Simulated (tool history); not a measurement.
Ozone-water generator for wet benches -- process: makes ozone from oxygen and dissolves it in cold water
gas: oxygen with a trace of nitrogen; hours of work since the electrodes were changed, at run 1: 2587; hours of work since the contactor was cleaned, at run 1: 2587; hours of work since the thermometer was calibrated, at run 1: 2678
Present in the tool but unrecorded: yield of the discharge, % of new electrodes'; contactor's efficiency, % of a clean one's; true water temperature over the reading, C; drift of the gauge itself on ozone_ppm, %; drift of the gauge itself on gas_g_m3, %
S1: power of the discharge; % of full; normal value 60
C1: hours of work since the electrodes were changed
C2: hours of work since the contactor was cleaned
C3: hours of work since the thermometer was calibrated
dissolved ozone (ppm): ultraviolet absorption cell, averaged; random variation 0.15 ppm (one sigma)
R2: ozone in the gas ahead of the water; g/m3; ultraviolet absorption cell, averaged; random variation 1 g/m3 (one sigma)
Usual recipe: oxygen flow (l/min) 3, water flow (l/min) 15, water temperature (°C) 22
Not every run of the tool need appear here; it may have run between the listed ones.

{"run": 1, "day": 0.0, "S1": 60, "oxygen flow (l/min)": 3, "water flow (l/min)": 15, "water temperature (°C)": 22, "C1": 2587, "C2": 2587, "C3": 2678, "dissolved ozone (ppm)": 16.5, "R2": 173.7}
{"run": 2, "day": 2.329, "S1": 60, "oxygen flow (l/min)": 3, "water flow (l/min)": 15, "water temperature (°C)": 22, "C1": 2624, "C2": 2624, "C3": 2716, "dissolved ozone (ppm)": 16.7, "R2": 174.1}
{"run": 3, "day": 5.4, "S1": 60, "oxygen flow (l/min)": 2.72, "water flow (l/min)": 15, "water temperature (°C)": 22, "C1": 2674, "C2": 2674, "C3": 2765, "dissolved ozone (ppm)": 16.6, "R2": 184.1}
{"run": 4, "day": 8.812, "S1": 41, "oxygen flow (l/min)": 2.72, "water flow (l/min)": 15, "water temperature (°C)": 22, "C1": 2728, "C2": 2728, "C3": 2820, "dissolved ozone (ppm)": 12.6, "R2": 139.6}
{"day": 12.783, "done": "water thermometer calibrated"}
{"run": 5, "day": 12.929, "S1": 41, "oxygen flow (l/min)": 2.72, "water flow (l/min)": 15, "water temperature (°C)": 22, "C1": 2794, "C2": 2794, "C3": 2, "dissolved ozone (ppm)": 12.7, "R2": 140.3}
{"run": 6, "day": 14.65, "S1": 41, "oxygen flow (l/min)": 2.72, "water flow (l/min)": 15, "water temperature (°C)": 22, "C1": 2821, "C2": 2821, "C3": 30, "dissolved ozone (ppm)": 12.5, "R2": 138.5}
{"run": 7, "day": 18.621, "S1": 80, "oxygen flow (l/min)": 3, "water flow (l/min)": 15, "water temperature (°C)": 22, "C1": 2885, "C2": 2885, "C3": 94, "dissolved ozone (ppm)": 20.6, "R2": 214.7}
{"run": 8, "day": 22.65, "S1": 80, "oxygen flow (l/min)": 3, "water flow (l/min)": 15, "water temperature (°C)": 22, "C1": 2950, "C2": 2950, "C3": 158, "dissolved ozone (ppm)": 20.1, "R2": 216.6}
{"run": 9, "day": 25.492, "S1": 80, "oxygen flow (l/min)": 3, "water flow (l/min)": 15, "water temperature (°C)": 22, "C1": 2995, "C2": 2995, "C3": 204, "dissolved ozone (ppm)": 20.3, "R2": 214.9}
{"run": 10, "day": 28.612, "S1": 80, "oxygen flow (l/min)": 3, "water flow (l/min)": 15, "water temperature (°C)": 22, "C1": 3045, "C2": 3045, "C3": 254, "dissolved ozone (ppm)": 20.5, "R2": 213.8}
{"run": 11, "day": 32.612, "S1": 80, "oxygen flow (l/min)": 3, "water flow (l/min)": 15, "water temperature (°C)": 22, "C1": 3109, "C2": 3109, "C3": 318, "dissolved ozone (ppm)": 20.2, "R2": 214.3}
{"run": 12, "day": 35.379, "S1": 80, "oxygen flow (l/min)": 3, "water flow (l/min)": 15, "water temperature (°C)": 22, "C1": 3154, "C2": 3154, "C3": 362, "dissolved ozone (ppm)": 20.1, "R2": 212.4}
{"run": 13, "day": 39.104, "S1": 80, "oxygen flow (l/min)": 3, "water flow (l/min)": 15, "water temperature (°C)": 22, "C1": 3213, "C2": 3213, "C3": 422, "dissolved ozone (ppm)": 20.3, "R2": 212.8}
{"run": 14, "day": 43.067, "S1": 60, "oxygen flow (l/min)": 3, "water flow (l/min)": 15, "water temperature (°C)": 14, "C1": 3277, "C2": 3277, "C3": 485, "dissolved ozone (ppm)": 18.1, "R2": 172.7}
{"run": 15, "day": 45.754, "S1": 60, "oxygen flow (l/min)": 3, "water flow (l/min)": 15, "water temperature (°C)": 14, "C1": 3320, "C2": 3320, "C3": 528, "dissolved ozone (ppm)": 17.9, "R2": 173.4}
{"run": 16, "day": 49.992, "S1": 60, "oxygen flow (l/min)": 3, "water flow (l/min)": 15, "water temperature (°C)": 14, "C1": 3388, "C2": 3388, "C3": 596, "dissolved ozone (ppm)": 18.1, "R2": 171.6}
{"run": 17, "day": 52.821, "S1": 60, "oxygen flow (l/min)": 3, "water flow (l/min)": 15, "water temperature (°C)": 14, "C1": 3433, "C2": 3433, "C3": 642, "dissolved ozone (ppm)": 18, "R2": 171.9}
{"run": 18, "day": 56.471, "S1": 60, "oxygen flow (l/min)": 3, "water flow (l/min)": 15, "water temperature (°C)": 14, "C1": 3492, "C2": 3492, "C3": 700, "dissolved ozone (ppm)": 18.1, "R2": 172.3}
{"run": 19, "day": 60.292, "S1": 60, "oxygen flow (l/min)": 3, "water flow (l/min)": 20, "water temperature (°C)": 25, "C1": 3553, "C2": 3553, "C3": 761, "dissolved ozone (ppm)": 12.2, "R2": 171.8}
{"run": 20, "day": 62.158, "S1": 60, "oxygen flow (l/min)": 1.69, "water flow (l/min)": 20, "water temperature (°C)": 14, "C1": 3583, "C2": 3583, "C3": 791, "dissolved ozone (ppm)": 12.5, "R2": 241.1}
{"run": 21, "day": 66.217, "S1": 64, "oxygen flow (l/min)": 1.6, "water flow (l/min)": 24, "water temperature (°C)": 21, "C1": 3648, "C2": 3648, "C3": 856, "dissolved ozone (ppm)": 9.9, "R2": 259.5}
{"run": 22, "day": 69.275, "S1": 78, "oxygen flow (l/min)": 1.64, "water flow (l/min)": 15, "water temperature (°C)": 22, "C1": 3697, "C2": 3697, "C3": 905, "dissolved ozone (ppm)": 18.9, "R2": 293.7}
{"run": 23, "day": 72.646, "S1": 78, "oxygen flow (l/min)": 5.12, "water flow (l/min)": 16, "water temperature (°C)": 29, "C1": 3751, "C2": 3751, "C3": 959, "dissolved ozone (ppm)": 15.7, "R2": 151.9}
{"run": 24, "day": 75.062, "S1": 78, "oxygen flow (l/min)": 5.12, "water flow (l/min)": 16, "water temperature (°C)": 29, "C1": 3790, "C2": 3790, "C3": 998, "dissolved ozone (ppm)": 16, "R2": 150.3}
{"run": 25, "day": 77.2, "S1": 60, "oxygen flow (l/min)": 4.28, "water flow (l/min)": 15, "water temperature (°C)": 22, "C1": 3824, "C2": 3824, "C3": 1032, "dissolved ozone (ppm)": 16, "R2": 138.9}
{"run": 26, "day": 80.488, "S1": 69, "oxygen flow (l/min)": 4.28, "water flow (l/min)": 17, "water temperature (°C)": 25, "C1": 3876, "C2": 3876, "C3": 1085, "dissolved ozone (ppm)": 15.3, "R2": 152.1}
{"day": 83.871, "done": "contactor cleaned"}
{"run": 27, "day": 84.733, "S1": 69, "oxygen flow (l/min)": 4.28, "water flow (l/min)": 17, "water temperature (°C)": 25, "C1": 3942, "C2": 14, "C3": 1150, "dissolved ozone (ppm)": 15.5, "R2": 151.8}
{"run": 28, "day": 88.162, "S1": 79, "oxygen flow (l/min)": 2.01, "water flow (l/min)": 17, "water temperature (°C)": 25, "C1": 3997, "C2": 69, "C3": 1205, "dissolved ozone (ppm)": 17.2, "R2": 262.3}
{"run": 29, "day": 91.267, "S1": 60, "oxygen flow (l/min)": 3.1, "water flow (l/min)": 15, "water temperature (°C)": 15, "C1": 4047, "C2": 119, "C3": 1255, "dissolved ozone (ppm)": 17.9, "R2": 167.7}
{"run": 30, "day": 93.054, "S1": 60, "oxygen flow (l/min)": 3.1, "water flow (l/min)": 15, "water temperature (°C)": 15, "C1": 4075, "C2": 147, "C3": 1284, "dissolved ozone (ppm)": 18, "R2": 168.1}
{"run": 31, "day": 96.788, "S1": 67, "oxygen flow (l/min)": 4.49, "water flow (l/min)": 16, "water temperature (°C)": 20, "C1": 4135, "C2": 207, "C3": 1344, "dissolved ozone (ppm)": 17.1, "R2": 145.2}
{"run": 32, "day": 100.908, "S1": 65, "oxygen flow (l/min)": 2.01, "water flow (l/min)": 15, "water temperature (°C)": 22, "C1": 4201, "C2": 273, "C3": 1410, "dissolved ozone (ppm)": 17.3, "R2": 227.2}

3 ways to go on from here, each from the tool as it stands after run 32. What would each give?
{"run": "A", "day": 104.575, "S1": 60, "oxygen flow (l/min)": 2.07, "water flow (l/min)": 11, "water temperature (°C)": 22, "C1": 4260, "C2": 332, "C3": 1468, "dissolved ozone (ppm)": "?", "R2": "?"}
{"run": "B", "day": 104.575, "S1": 98, "oxygen flow (l/min)": 2.01, "water flow (l/min)": 15, "water temperature (°C)": 28, "C1": 4260, "C2": 332, "C3": 1468, "dissolved ozone (ppm)": "?", "R2": "?"}
{"run": "C", "day": 104.575, "S1": 72, "oxygen flow (l/min)": 3, "water flow (l/min)": 15, "water temperature (°C)": 19, "C1": 4260, "C2": 332, "C3": 1468, "dissolved ozone (ppm)": "?", "R2": "?"}

run=A dissolved_ozone_(ppm)=21 R2=212.6
run=B dissolved_ozone_(ppm)=21.6 R2=304.8
run=C dissolved_ozone_(ppm)=19.8 R2=192.2
Take away the tool's hidden state, keep each run's random variation, and the runs would have read:
run=A dissolved_ozone_(ppm)=22.9 R2=230
run=B dissolved_ozone_(ppm)=24.2 R2=340.6
run=C dissolved_ozone_(ppm)=21.7 R2=210.5

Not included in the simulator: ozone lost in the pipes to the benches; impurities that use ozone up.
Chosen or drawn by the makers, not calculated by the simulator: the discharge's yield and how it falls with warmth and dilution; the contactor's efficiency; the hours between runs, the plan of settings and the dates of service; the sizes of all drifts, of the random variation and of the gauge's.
